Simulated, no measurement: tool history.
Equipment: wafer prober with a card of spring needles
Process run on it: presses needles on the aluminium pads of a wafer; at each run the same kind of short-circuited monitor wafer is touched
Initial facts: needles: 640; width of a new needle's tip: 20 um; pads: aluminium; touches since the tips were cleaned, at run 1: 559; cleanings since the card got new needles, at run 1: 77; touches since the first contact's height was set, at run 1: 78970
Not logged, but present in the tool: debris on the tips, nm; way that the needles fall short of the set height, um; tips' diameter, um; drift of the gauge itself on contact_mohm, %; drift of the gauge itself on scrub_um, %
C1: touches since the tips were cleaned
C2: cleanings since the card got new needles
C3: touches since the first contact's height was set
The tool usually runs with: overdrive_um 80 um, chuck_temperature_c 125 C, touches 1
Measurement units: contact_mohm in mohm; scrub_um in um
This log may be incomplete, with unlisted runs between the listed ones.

{"run": 1, "hour": 0.0, "overdrive_um": 80, "chuck_temperature_c": 125, "touches": 1, "C1": 559, "C2": 77, "C3": 78970, "contact_mohm": 274, "scrub_um": 19.95}
{"hour": 12.3, "done": "tips cleaned on abrasive film"}
{"hour": 27.5, "done": "tips cleaned on abrasive film"}
{"hour": 39.8, "done": "tips cleaned on abrasive film"}
{"hour": 52.0, "done": "tips cleaned on abrasive film"}
{"hour": 64.3, "done": "tips cleaned on abrasive film"}
{"hour": 76.5, "done": "tips cleaned on abrasive film"}
{"run": 2, "hour": 80.8, "overdrive_um": 80, "chuck_temperature_c": 125, "touches": 1, "C1": 2433, "C2": 83, "C3": 124966, "contact_mohm": 300, "scrub_um": 19.78}
{"hour": 90.0, "done": "tips cleaned on abrasive film"}
{"hour": 105.3, "done": "tips cleaned on abrasive film"}
{"hour": 120.6, "done": "tips cleaned on abrasive film"}
{"hour": 135.8, "done": "tips cleaned on abrasive film"}
{"run": 3, "hour": 145.3, "overdrive_um": 80, "chuck_temperature_c": 125, "touches": 1, "C1": 5432, "C2": 87, "C3": 161762, "contact_mohm": 326, "scrub_um": 19.65}
{"hour": 148.5, "done": "tips cleaned on abrasive film"}
{"hour": 160.7, "done": "tips cleaned on abrasive film"}
{"hour": 164.0, "done": "height of the first contact set anew"}
{"hour": 173.3, "done": "tips cleaned on abrasive film"}
{"hour": 185.5, "done": "tips cleaned on abrasive film"}
{"hour": 200.8, "done": "tips cleaned on abrasive film"}
{"run": 4, "hour": 210.8, "overdrive_um": 80, "chuck_temperature_c": 125, "touches": 1, "C1": 5740, "C2": 92, "C3": 26650, "contact_mohm": 329, "scrub_um": 20.09}
{"hour": 213.9, "done": "tips cleaned on abrasive film"}
{"hour": 226.2, "done": "tips cleaned on abrasive film"}
{"hour": 238.4, "done": "tips cleaned on abrasive film"}
{"hour": 250.7, "done": "tips cleaned on abrasive film"}
{"hour": 262.9, "done": "tips cleaned on abrasive film"}
{"hour": 275.2, "done": "tips cleaned on abrasive film"}
{"hour": 287.4, "done": "tips cleaned on abrasive film"}
{"run": 5, "hour": 294.4, "overdrive_um": 80, "chuck_temperature_c": 125, "touches": 2, "C1": 3978, "C2": 99, "C3": 74189, "contact_mohm": 298, "scrub_um": 20.03}
{"hour": 300.5, "done": "tips cleaned on abrasive film"}
{"hour": 312.8, "done": "tips cleaned on abrasive film"}
{"hour": 325.0, "done": "tips cleaned on abrasive film"}
{"hour": 340.3, "done": "tips cleaned on abrasive film"}
{"hour": 352.6, "done": "tips cleaned on abrasive film"}
{"hour": 367.8, "done": "tips cleaned on abrasive film"}
{"run": 6, "hour": 369.1, "overdrive_um": 80, "chuck_temperature_c": 125, "touches": 2, "C1": 708, "C2": 105, "C3": 116715, "contact_mohm": 277, "scrub_um": 19.83}
{"hour": 381.3, "done": "tips cleaned on abrasive film"}
{"hour": 396.6, "done": "tips cleaned on abrasive film"}
{"hour": 408.9, "done": "tips cleaned on abrasive film"}
{"hour": 424.1, "done": "tips cleaned on abrasive film"}
{"run": 7, "hour": 428.5, "overdrive_um": 80, "chuck_temperature_c": 125, "touches": 2, "C1": 2482, "C2": 109, "C3": 150561, "contact_mohm": 294, "scrub_um": 19.75}
{"hour": 437.7, "done": "tips cleaned on abrasive film"}
{"hour": 449.9, "done": "tips cleaned on abrasive film"}
{"hour": 462.2, "done": "tips cleaned on abrasive film"}
{"run": 8, "hour": 464.7, "overdrive_um": 80, "chuck_temperature_c": 125, "touches": 2, "C1": 1457, "C2": 112, "C3": 171186, "contact_mohm": 288, "scrub_um": 19.67}
{"hour": 468.1, "done": "height of the first contact set anew"}
{"hour": 474.2, "done": "tips cleaned on abrasive film, once more"}
{"hour": 486.5, "done": "tips cleaned on abrasive film"}
{"hour": 498.7, "done": "tips cleaned on abrasive film"}
{"hour": 511.0, "done": "tips cleaned on abrasive film"}
{"hour": 526.3, "done": "tips cleaned on abrasive film"}
{"hour": 538.5, "done": "tips cleaned on abrasive film"}
{"run": 9, "hour": 546.0, "overdrive_um": 80, "chuck_temperature_c": 125, "touches": 2, "C1": 4294, "C2": 118, "C3": 44371, "contact_mohm": 299, "scrub_um": 20.0}
{"hour": 552.2, "done": "tips cleaned on abrasive film"}
{"hour": 564.4, "done": "tips cleaned on abrasive film"}
{"hour": 576.7, "done": "tips cleaned on abrasive film"}
{"hour": 592.0, "done": "tips cleaned on abrasive film"}
{"hour": 607.3, "done": "tips cleaned on abrasive film"}
{"hour": 622.5, "done": "tips cleaned on abrasive film"}
{"run": 10, "hour": 623.1, "overdrive_um": 80, "chuck_temperature_c": 125, "touches": 2, "C1": 299, "C2": 124, "C3": 88232, "contact_mohm": 271, "scrub_um": 19.89}
{"hour": 635.3, "done": "tips cleaned on abrasive film"}
{"hour": 647.5, "done": "tips cleaned on abrasive film"}
{"hour": 659.8, "done": "tips cleaned on abrasive film"}
{"hour": 675.1, "done": "tips cleaned on abrasive film"}
{"hour": 687.3, "done": "tips cleaned on abrasive film"}
{"run": 11, "hour": 689.5, "overdrive_um": 80, "chuck_temperature_c": 125, "touches": 1, "C1": 1238, "C2": 129, "C3": 126059, "contact_mohm": 296, "scrub_um": 19.69}
{"hour": 701.7, "done": "tips cleaned on abrasive film"}
{"hour": 714.0, "done": "tips cleaned on abrasive film"}
{"hour": 726.2, "done": "tips cleaned on abrasive film"}
{"hour": 741.5, "done": "tips cleaned on abrasive film"}
{"hour": 756.8, "done": "tips cleaned on abrasive film"}
{"run": 12, "hour": 760.1, "overdrive_um": 80, "chuck_temperature_c": 125, "touches": 1, "C1": 1906, "C2": 134, "C3": 166300, "contact_mohm": 311, "scrub_um": 19.63}
{"hour": 769.3, "done": "tips cleaned on abrasive film"}
{"hour": 772.7, "done": "height of the first contact set anew"}
{"hour": 784.9, "done": "tips cleaned on abrasive film"}
{"hour": 800.2, "done": "tips cleaned on abrasive film"}
{"run": 13, "hour": 809.8, "overdrive_um": 99, "chuck_temperature_c": 103, "touches": 1, "C1": 5500, "C2": 137, "C3": 21182, "contact_mohm": 309, "scrub_um": 24.91}
{"hour": 812.9, "done": "tips cleaned on abrasive film"}
{"hour": 825.2, "done": "tips cleaned on abrasive film"}
{"hour": 837.4, "done": "tips cleaned on abrasive film"}
{"hour": 849.7, "done": "tips cleaned on abrasive film"}
{"hour": 865.0, "done": "tips cleaned on abrasive film"}
{"hour": 877.2, "done": "tips cleaned on abrasive film"}
{"hour": 889.5, "done": "tips cleaned on abrasive film"}
{"run": 14, "hour": 892.8, "overdrive_um": 74, "chuck_temperature_c": 112, "touches": 2, "C1": 1928, "C2": 144, "C3": 68410, "contact_mohm": 294, "scrub_um": 18.44}
{"hour": 902.0, "done": "tips cleaned on abrasive film"}
{"hour": 914.3, "done": "tips cleaned on abrasive film"}
{"hour": 926.5, "done": "tips cleaned on abrasive film"}
{"hour": 941.8, "done": "tips cleaned on abrasive film"}
{"hour": 957.1, "done": "tips cleaned on abrasive film"}
{"hour": 969.4, "done": "tips cleaned on abrasive film"}
{"run": 15, "hour": 970.3, "overdrive_um": 60, "chuck_temperature_c": 40, "touches": 1, "C1": 555, "C2": 150, "C3": 112529, "contact_mohm": 286, "scrub_um": 14.76}
{"hour": 982.6, "done": "tips cleaned on abrasive film"}
{"hour": 994.8, "done": "tips cleaned on abrasive film"}
{"hour": 1007.1, "done": "tips cleaned on abrasive film"}
{"hour": 1019.3, "done": "tips cleaned on abrasive film"}
{"hour": 1031.6, "done": "tips cleaned on abrasive film"}
{"run": 16, "hour": 1037.8, "overdrive_um": 100, "chuck_temperature_c": 125, "touches": 1, "C1": 3577, "C2": 155, "C3": 150957, "contact_mohm": 301, "scrub_um": 24.75}
{"hour": 1044.0, "done": "tips cleaned on abrasive film"}
{"hour": 1059.3, "done": "tips cleaned on abrasive film"}
{"hour": 1071.5, "done": "tips cleaned on abrasive film"}
{"hour": 1077.9, "done": "height of the first contact set anew"}
{"hour": 1084.1, "done": "tips cleaned on abrasive film"}
{"hour": 1096.3, "done": "tips cleaned on abrasive film"}
{"run": 17, "hour": 1097.1, "overdrive_um": 61, "chuck_temperature_c": 70, "touches": 2, "C1": 412, "C2": 160, "C3": 10867, "contact_mohm": 270, "scrub_um": 15.33}
{"hour": 1109.3, "done": "tips cleaned on abrasive film"}
{"hour": 1124.6, "done": "tips cleaned on abrasive film"}
{"hour": 1136.8, "done": "tips cleaned on abrasive film"}
{"hour": 1149.1, "done": "tips cleaned on abrasive film"}
{"hour": 1161.3, "done": "tips cleaned on abrasive film"}
{"hour": 1173.6, "done": "tips cleaned on abrasive film"}
{"run": 18, "hour": 1177.3, "overdrive_um": 61, "chuck_temperature_c": 70, "touches": 2, "C1": 2127, "C2": 166, "C3": 56555, "contact_mohm": 303, "scrub_um": 15.21}
{"hour": 1186.5, "done": "tips cleaned on abrasive film"}
{"hour": 1201.8, "done": "tips cleaned on abrasive film"}
{"hour": 1214.0, "done": "tips cleaned on abrasive film"}
{"run": 19, "hour": 1217.7, "overdrive_um": 65, "chuck_temperature_c": 124, "touches": 3, "C1": 2094, "C2": 169, "C3": 79559, "contact_mohm": 295, "scrub_um": 16.11}
{"hour": 1226.9, "done": "tips cleaned on abrasive film"}
{"hour": 1239.2, "done": "tips cleaned on abrasive film"}
{"hour": 1254.4, "done": "tips cleaned on abrasive film"}
{"hour": 1266.7, "done": "tips cleaned on abrasive film"}
{"run": 20, "hour": 1276.8, "overdrive_um": 63, "chuck_temperature_c": 77, "touches": 3, "C1": 5821, "C2": 173, "C3": 113262, "contact_mohm": 306, "scrub_um": 15.53}
{"hour": 1280.0, "done": "tips cleaned on abrasive film"}
{"hour": 1292.2, "done": "tips cleaned on abrasive film"}
{"hour": 1304.5, "done": "tips cleaned on abrasive film"}
{"hour": 1319.8, "done": "tips cleaned on abrasive film"}
{"run": 21, "hour": 1324.8, "overdrive_um": 63, "chuck_temperature_c": 77, "touches": 1, "C1": 2922, "C2": 177, "C3": 140578, "contact_mohm": 362, "scrub_um": 15.41}
{"hour": 1334.1, "done": "tips cleaned on abrasive film"}
{"hour": 1346.3, "done": "tips cleaned on abrasive film"}
{"hour": 1358.6, "done": "tips cleaned on abrasive film"}
{"hour": 1370.8, "done": "tips cleaned on abrasive film"}
{"hour": 1383.1, "done": "tips cleaned on abrasive film"}
{"hour": 1383.4, "done": "height of the first contact set anew"}
{"hour": 1395.6, "done": "tips cleaned on abrasive film"}
{"hour": 1410.9, "done": "tips cleaned on abrasive film"}
{"run": 22, "hour": 1413.4, "overdrive_um": 63, "chuck_temperature_c": 77, "touches": 1, "C1": 1465, "C2": 184, "C3": 17148, "contact_mohm": 320, "scrub_um": 15.87}
{"hour": 1425.7, "done": "tips cleaned on abrasive film"}
{"hour": 1437.9, "done": "tips cleaned on abrasive film"}
{"hour": 1453.2, "done": "tips cleaned on abrasive film"}
{"hour": 1465.5, "done": "tips cleaned on abrasive film"}
{"run": 23, "hour": 1473.9, "overdrive_um": 70, "chuck_temperature_c": 38, "touches": 3, "C1": 4832, "C2": 188, "C3": 51603, "contact_mohm": 280, "scrub_um": 17.48}
{"hour": 1480.1, "done": "tips cleaned on abrasive film"}
{"hour": 1492.3, "done": "tips cleaned on abrasive film"}
{"hour": 1504.6, "done": "tips cleaned on abrasive film"}
{"hour": 1519.9, "done": "tips cleaned on abrasive film"}
{"hour": 1532.1, "done": "tips cleaned on abrasive film"}
{"hour": 1547.4, "done": "tips cleaned on abrasive film"}
{"hour": 1559.6, "done": "tips cleaned on abrasive film"}
{"run": 24, "hour": 1560.8, "overdrive_um": 70, "chuck_temperature_c": 38, "touches": 3, "C1": 653, "C2": 195, "C3": 101045, "contact_mohm": 254, "scrub_um": 17.3}

Below are 4 alternative next runs, each starting from the tool's condition after run 24. Predict each:
{"hour": 1573.0, "done": "tips cleaned on abrasive film"}
{"hour": 1585.3, "done": "tips cleaned on abrasive film"}
{"hour": 1600.6, "done": "tips cleaned on abrasive film"}
{"hour": 1615.9, "done": "tips cleaned on abrasive film"}
{"run": "A", "hour": 1627.6, "overdrive_um": 80, "chuck_temperature_c": 95, "touches": 2, "C1": 6714, "C2": 199, "C3": 139124, "contact_mohm": "?", "scrub_um": "?"}
{"hour": 1573.0, "done": "tips cleaned on abrasive film"}
{"hour": 1585.3, "done": "tips cleaned on abrasive film"}
{"hour": 1600.6, "done": "tips cleaned on abrasive film"}
{"hour": 1615.9, "done": "tips cleaned on abrasive film"}
{"run": "B", "hour": 1627.6, "overdrive_um": 80, "chuck_temperature_c": 29, "touches": 2, "C1": 6714, "C2": 199, "C3": 139124, "contact_mohm": "?", "scrub_um": "?"}
{"hour": 1573.0, "done": "tips cleaned on abrasive film"}
{"hour": 1585.3, "done": "tips cleaned on abrasive film"}
{"hour": 1600.6, "done": "tips cleaned on abrasive film"}
{"hour": 1615.9, "done": "tips cleaned on abrasive film"}
{"run": "C", "hour": 1627.6, "overdrive_um": 72, "chuck_temperature_c": 38, "touches": 3, "C1": 6714, "C2": 199, "C3": 139124, "contact_mohm": "?", "scrub_um": "?"}
{"hour": 1573.0, "done": "tips cleaned on abrasive film"}
{"hour": 1585.3, "done": "tips cleaned on abrasive film"}
{"hour": 1600.6, "done": "tips cleaned on abrasive film"}
{"hour": 1615.9, "done": "tips cleaned on abrasive film"}
{"run": "D", "hour": 1627.6, "overdrive_um": 82, "chuck_temperature_c": 38, "touches": 2, "C1": 6714, "C2": 199, "C3": 139124, "contact_mohm": "?", "scrub_um": "?"}

run=A contact_mohm=313 scrub_um=19.78
run=B contact_mohm=294 scrub_um=19.74
run=C contact_mohm=286 scrub_um=17.77
run=D contact_mohm=293 scrub_um=20.20
Stripped of hidden state, with their random variation kept, the same runs would have yielded:
run=A contact_mohm=257 scrub_um=20.19
run=B contact_mohm=234 scrub_um=20.14
run=C contact_mohm=241 scrub_um=18.18
run=D contact_mohm=237 scrub_um=20.60

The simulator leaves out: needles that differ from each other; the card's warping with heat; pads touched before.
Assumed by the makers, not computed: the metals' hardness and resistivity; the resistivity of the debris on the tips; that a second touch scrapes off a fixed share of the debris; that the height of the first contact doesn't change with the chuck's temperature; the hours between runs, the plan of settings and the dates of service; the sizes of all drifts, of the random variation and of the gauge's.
